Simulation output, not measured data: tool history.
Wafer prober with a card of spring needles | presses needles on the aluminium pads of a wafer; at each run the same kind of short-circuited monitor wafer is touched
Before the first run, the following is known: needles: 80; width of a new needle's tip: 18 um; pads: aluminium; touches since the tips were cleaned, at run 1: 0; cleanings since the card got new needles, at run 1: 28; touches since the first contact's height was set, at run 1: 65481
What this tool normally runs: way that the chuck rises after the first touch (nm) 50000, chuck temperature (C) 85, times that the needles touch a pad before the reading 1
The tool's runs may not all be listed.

run,hour,way that the chuck rises after the first touch (nm),chuck temperature (C),times that the needles touch a pad before the reading,touches since the tips were cleaned,cleanings since the card got new needles,touches since the first contact's height was set,resistance of one needle with its contact and lead (mohm),way that a needle slides on the pad (nm)
1,0.0,50000,85,1,0,28,65481,143,12810
# hour 4.4: tips cleaned on abrasive film
# hour 8.9: tips cleaned on abrasive film
2,10.2,50000,85,1,649,30,70446,175,12560
# hour 13.3: tips cleaned on abrasive film
# hour 18.2: tips cleaned on abrasive film
3,18.3,50000,85,1,58,32,74394,145,12800
# hour 22.8: tips cleaned on abrasive film
4,25.7,50000,85,1,1416,33,78033,214,12920
# hour 27.6: tips cleaned on abrasive film
# hour 32.2: tips cleaned on abrasive film
5,32.6,50000,85,1,213,35,81380,154,12440
# hour 36.9: tips cleaned on abrasive film
# hour 41.1: tips cleaned on abrasive film
6,41.5,50000,85,1,192,37,85737,151,12380
# hour 45.8: tips cleaned on abrasive film
# hour 50.3: tips cleaned on abrasive film
7,53.0,50000,85,1,1341,39,91368,202,12470
# hour 54.8: tips cleaned on abrasive film
# hour 59.0: tips cleaned on abrasive film
8,59.9,50000,85,1,465,41,94708,169,12650
# hour 63.4: tips cleaned on abrasive film
# hour 67.9: tips cleaned on abrasive film
9,71.3,50000,85,1,1663,43,100271,224,12310
# hour 72.2: tips cleaned on abrasive film
# hour 77.0: tips cleaned on abrasive film
10,80.3,70000,85,1,1644,45,104652,182,17890
# hour 81.1: tips cleaned on abrasive film
# hour 85.9: tips cleaned on abrasive film
# hour 90.5: tips cleaned on abrasive film
11,90.5,35000,85,1,0,48,109619,161,8270
# hour 95.3: tips cleaned on abrasive film
# hour 100.3: tips cleaned on abrasive film
12,100.9,50000,85,1,318,50,114706,160,12300
# hour 104.9: tips cleaned on abrasive film
# hour 109.3: tips cleaned on abrasive film
13,113.3,50000,85,1,1985,52,120772,233,12330
# hour 114.0: tips cleaned on abrasive film
# hour 118.6: tips cleaned on abrasive film
14,119.7,50000,85,1,543,54,123864,169,12030
# hour 123.3: tips cleaned on abrasive film
# hour 127.5: tips cleaned on abrasive film
15,127.5,50000,85,1,12,56,127670,147,12130
# hour 132.2: tips cleaned on abrasive film
# hour 136.7: tips cleaned on abrasive film
16,136.7,50000,29,2,0,58,132138,132,12330
# hour 141.3: tips cleaned on abrasive film
17,142.8,50000,29,2,732,59,135133,163,12100
# hour 145.8: tips cleaned on abrasive film
18,149.3,61000,59,2,1766,60,138343,170,14870
# hour 150.1: tips cleaned on abrasive film
# hour 154.9: tips cleaned on abrasive film
19,155.9,46000,92,2,457,62,141507,163,11050
# hour 159.2: tips cleaned on abrasive film
# hour 163.5: tips cleaned on abrasive film
20,166.1,46000,92,2,1301,64,146503,201,11080
# hour 167.6: tips cleaned on abrasive film
21,171.5,46000,92,2,1949,65,149144,220,10710
# hour 172.2: tips cleaned on abrasive film
# hour 177.2: tips cleaned on abrasive film
22,179.0,59000,107,2,885,67,152775,160,14550
# hour 181.3: tips cleaned on abrasive film
# hour 186.0: tips cleaned on abrasive film
23,189.9,55000,101,2,1916,69,158115,194,13140

Expected results for the next run?
# hour 190.8: tips cleaned on abrasive film
# hour 195.0: tips cleaned on abrasive film
24,195.1,55000,101,2,52,71,160646,?,?

{"run 24": {"resistance of one needle with its contact and lead (mohm)": 142, "way that a needle slides on the pad (nm)": 13140}}
Without the tool's hidden state the same run would have given resistance of one needle with its contact and lead (mohm) 134, way that a needle slides on the pad (nm) 14630.
